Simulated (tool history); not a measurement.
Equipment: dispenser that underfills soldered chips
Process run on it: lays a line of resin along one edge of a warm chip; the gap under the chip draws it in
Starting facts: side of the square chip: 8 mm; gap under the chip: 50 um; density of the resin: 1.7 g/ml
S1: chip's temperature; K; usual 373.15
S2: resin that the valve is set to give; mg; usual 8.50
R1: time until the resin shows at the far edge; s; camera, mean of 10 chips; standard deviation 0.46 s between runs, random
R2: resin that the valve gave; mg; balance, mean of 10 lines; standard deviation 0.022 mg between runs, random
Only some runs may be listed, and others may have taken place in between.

run   hour      S1    S2    R1    R2
  1    0.0  373.15  8.50  36.5  8.28
  2    8.4  373.15  8.50  46.1  8.25
      12.4  -- new syringe of resin
  3   15.1  373.15  8.30  36.1  7.98
      22.2  -- dispensing valve cleaned and set on the balance
      28.4  -- new syringe of resin
  4   30.9  373.15  8.30  37.2  8.26
  5   42.3  373.15  8.50  48.2  8.37
      43.6  -- new syringe of resin
  6   54.3  373.15  8.50  44.3  8.34
      58.0  -- new syringe of resin
  7   70.4  373.15  8.50  46.7  8.24
      72.9  -- new syringe of resin
      83.4  -- dispensing valve cleaned and set on the balance
  8   84.4  373.15  8.13  45.5  8.14
      88.4  -- new syringe of resin
  9   98.8  368.15  7.28  57.8  7.22
     103.2  -- new syringe of resin
 10  108.2  368.15  7.28  48.5  7.16
     118.1  -- new syringe of resin
 11  119.6  369.15  8.08  42.7  7.95
 12  131.3  382.15  8.93  32.7  8.65
     132.4  -- new syringe of resin
     144.2  -- dispensing valve cleaned and set on the balance
 13  144.2  382.15  8.93  31.7  8.87

Predict each of these 4 candidate next runs independently; none follows another, all start after run 13:
     147.7  -- new syringe of resin
  A  152.1  369.15  8.03   ?   ?
     147.7  -- new syringe of resin
  B  152.1  381.15  9.10   ?   ?
     147.7  -- new syringe of resin
  C  152.1  382.15  9.25   ?   ?
     147.7  -- new syringe of resin
  D  152.1  371.15  8.79   ?   ?

run    R1    R2
  A  44.6  7.95
  B  27.4  9.04
  C  26.2  9.13
  D  40.3  8.73
Stripped of hidden state, with their random variation kept, the same runs would have yielded:
run    R1    R2
  A  42.3  8.01
  B  25.9  9.11
  C  24.8  9.21
  D  38.2  8.81
